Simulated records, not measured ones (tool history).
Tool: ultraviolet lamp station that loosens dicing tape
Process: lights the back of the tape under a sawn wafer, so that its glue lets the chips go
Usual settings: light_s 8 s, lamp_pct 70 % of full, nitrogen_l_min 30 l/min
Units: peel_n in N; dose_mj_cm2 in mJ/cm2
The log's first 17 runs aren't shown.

run 18 hour=163.1 | light_s=8 lamp_pct=75 nitrogen_l_min=30 | peel_n=0.282 dose_mj_cm2=190
run 19 hour=175.1 | light_s=8 lamp_pct=75 nitrogen_l_min=30 | peel_n=0.275 dose_mj_cm2=193
run 20 hour=182.8 | light_s=8 lamp_pct=75 nitrogen_l_min=30 | peel_n=0.27 dose_mj_cm2=186
run 21 hour=193.8 | light_s=8 lamp_pct=75 nitrogen_l_min=30 | peel_n=0.275 dose_mj_cm2=192
run 22 hour=199 | light_s=8 lamp_pct=70 nitrogen_l_min=30 | peel_n=0.313 dose_mj_cm2=182
run 23 hour=208 | light_s=8 lamp_pct=70 nitrogen_l_min=45 | peel_n=0.248 dose_mj_cm2=180
run 24 hour=214.5 | light_s=4 lamp_pct=80 nitrogen_l_min=23 | peel_n=1.011 dose_mj_cm2=102
run 25 hour=224.8 | light_s=12 lamp_pct=71 nitrogen_l_min=16 | peel_n=0.25 dose_mj_cm2=268
run 26 hour=231.7 | light_s=5 lamp_pct=70 nitrogen_l_min=56 | peel_n=0.526 dose_mj_cm2=108
run 27 hour=241.3 | light_s=14 lamp_pct=87 nitrogen_l_min=30 | peel_n=0.184 dose_mj_cm2=385
run 28 hour=250.1 | light_s=4 lamp_pct=88 nitrogen_l_min=31 | peel_n=0.699 dose_mj_cm2=110
run 29 hour=256.3 | light_s=9 lamp_pct=92 nitrogen_l_min=11 | peel_n=0.301 dose_mj_cm2=260
run 30 hour=266.6 | light_s=13 lamp_pct=92 nitrogen_l_min=11 | peel_n=0.203 dose_mj_cm2=376
run 31 hour=276.5 | light_s=13 lamp_pct=92 nitrogen_l_min=11 | peel_n=0.203 dose_mj_cm2=379
-- hour=288.8 window cleaned of glue's vapour
run 32 hour=288.8 | light_s=8 lamp_pct=65 nitrogen_l_min=57 | peel_n=0.262 dose_mj_cm2=161
run 33 hour=294.1 | light_s=8 lamp_pct=65 nitrogen_l_min=57 | peel_n=0.256 dose_mj_cm2=167
run 34 hour=306.4 | light_s=8 lamp_pct=65 nitrogen_l_min=57 | peel_n=0.271 dose_mj_cm2=164
run 35 hour=313.4 | light_s=8 lamp_pct=70 nitrogen_l_min=30 | peel_n=0.314 dose_mj_cm2=180
run 36 hour=319.4 | light_s=8 lamp_pct=99 nitrogen_l_min=30 | peel_n=0.225 dose_mj_cm2=245

The next listed run, before its measurement:
run 37 hour=324.9 | light_s=7 lamp_pct=67 nitrogen_l_min=28 | peel_n=? dose_mj_cm2=?

{"run 37": {"peel_n": 0.437, "dose_mj_cm2": 149}}
Without the tool's hidden state the same run would have given peel_n 0.436 N, dose_mj_cm2 149 mJ/cm2.
